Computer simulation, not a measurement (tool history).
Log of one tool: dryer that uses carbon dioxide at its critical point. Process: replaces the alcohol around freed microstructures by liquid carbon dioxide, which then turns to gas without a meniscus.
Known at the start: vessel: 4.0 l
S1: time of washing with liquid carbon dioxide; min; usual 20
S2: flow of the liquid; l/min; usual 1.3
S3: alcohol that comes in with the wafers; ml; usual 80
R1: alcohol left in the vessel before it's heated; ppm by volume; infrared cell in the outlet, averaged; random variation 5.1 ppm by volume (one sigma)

{"run": 1, "hour": 0.0, "S1": 20, "S2": 1.3, "S3": 80, "R1": 131}
{"run": 2, "hour": 13.9, "S1": 20, "S2": 1.3, "S3": 80, "R1": 127}
{"hour": 19.3, "done": "inlet filter changed"}
{"run": 3, "hour": 33.3, "S1": 20, "S2": 1.3, "S3": 80, "R1": 113}
{"run": 4, "hour": 50.2, "S1": 20, "S2": 1.3, "S3": 80, "R1": 123}
{"run": 5, "hour": 67.6, "S1": 20, "S2": 1.3, "S3": 80, "R1": 107}
{"run": 6, "hour": 82.3, "S1": 20, "S2": 1.3, "S3": 80, "R1": 118}
{"run": 7, "hour": 101.0, "S1": 20, "S2": 0.96, "S3": 80, "R1": 347}
{"run": 8, "hour": 121.1, "S1": 20, "S2": 0.96, "S3": 80, "R1": 347}
{"run": 9, "hour": 132.1, "S1": 20, "S2": 0.96, "S3": 80, "R1": 346}
{"run": 10, "hour": 148.7, "S1": 20, "S2": 1.3, "S3": 80, "R1": 124}
{"run": 11, "hour": 168.6, "S1": 20, "S2": 2.12, "S3": 80, "R1": 72}
{"run": 12, "hour": 187.6, "S1": 20, "S2": 1.3, "S3": 80, "R1": 124}
{"run": 13, "hour": 202.3, "S1": 20, "S2": 1.3, "S3": 80, "R1": 128}
{"run": 14, "hour": 221.3, "S1": 20, "S2": 1.3, "S3": 80, "R1": 138}
{"run": 15, "hour": 240.6, "S1": 20, "S2": 1.15, "S3": 80, "R1": 181}
{"run": 16, "hour": 253.2, "S1": 20, "S2": 1.15, "S3": 80, "R1": 207}
{"run": 17, "hour": 267.4, "S1": 20, "S2": 1.15, "S3": 80, "R1": 204}
{"run": 18, "hour": 285.2, "S1": 14, "S2": 0.91, "S3": 106, "R1": 1687}
{"run": 19, "hour": 299.0, "S1": 13, "S2": 0.89, "S3": 80, "R1": 1655}
{"run": 20, "hour": 307.4, "S1": 15, "S2": 1.63, "S3": 71, "R1": 147}
{"run": 21, "hour": 323.6, "S1": 15, "S2": 1.54, "S3": 71, "R1": 185}
{"run": 22, "hour": 339.1, "S1": 15, "S2": 1.54, "S3": 71, "R1": 180}
{"run": 23, "hour": 350.3, "S1": 19, "S2": 1.86, "S3": 28, "R1": 82}
{"run": 24, "hour": 361.8, "S1": 28, "S2": 1.54, "S3": 62, "R1": 79}
{"run": 25, "hour": 374.0, "S1": 13, "S2": 1.54, "S3": 24, "R1": 161}
{"run": 26, "hour": 383.0, "S1": 20, "S2": 0.82, "S3": 27, "R1": 281}

Run 27 comes next. What will it give?
{"run": 27, "hour": 398.9, "S1": 20, "S2": 2.06, "S3": 39, "R1": "?"}

R1: 93 ppm by volume
Without the tool's hidden state the same run would have given R1 10 ppm by volume.

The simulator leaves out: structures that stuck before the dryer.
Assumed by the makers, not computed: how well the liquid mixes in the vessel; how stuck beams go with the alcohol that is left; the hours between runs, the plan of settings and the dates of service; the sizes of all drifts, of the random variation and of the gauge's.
